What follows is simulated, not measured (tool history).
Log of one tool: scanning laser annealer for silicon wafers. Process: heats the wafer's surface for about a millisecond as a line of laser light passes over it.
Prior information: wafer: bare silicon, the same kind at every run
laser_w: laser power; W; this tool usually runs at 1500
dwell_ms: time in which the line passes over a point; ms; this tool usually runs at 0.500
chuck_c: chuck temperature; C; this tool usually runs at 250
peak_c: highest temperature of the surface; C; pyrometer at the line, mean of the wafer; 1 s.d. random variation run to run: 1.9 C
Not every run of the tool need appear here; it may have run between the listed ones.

run	hour	laser_w	dwell_ms	chuck_c	peak_c
1	0.0	1500	0.500	250	1067
2	8.5	1500	0.500	265	1083
3	16.4	1500	0.500	265	1082
4	23.6	1500	0.500	265	1084
5	35.2	1481	0.500	265	1071
6	42.3	1500	0.500	250	1066
7	53.3	1500	0.500	250	1064
8	63.3	1500	0.500	250	1064
9	74.6	1500	0.500	250	1064
10	86.5	1500	0.585	250	1129
11	93.5	1500	0.585	250	1131
12	104.3	1500	0.500	250	1061
13	114.1	1500	0.500	250	1060
14	123.7	1500	0.578	215	1088
15	129.8	1500	0.546	215	1062
16	141.7	1500	0.546	215	1059
17	148.2	1500	0.434	215	966
18	154.6	1500	0.434	215	968
19	159.9	1500	0.500	228	1032
20	168.5	1642	0.500	251	1129
21	173.7	1459	0.453	256	1004

Forecast run 22:
22	185.2	1312	0.564	255	?

{"run 22": {"peak_c": 1007}}
Take away the tool's hidden state, keep the run-to-run variation as it was, and the same run would have given peak_c 1044 C.
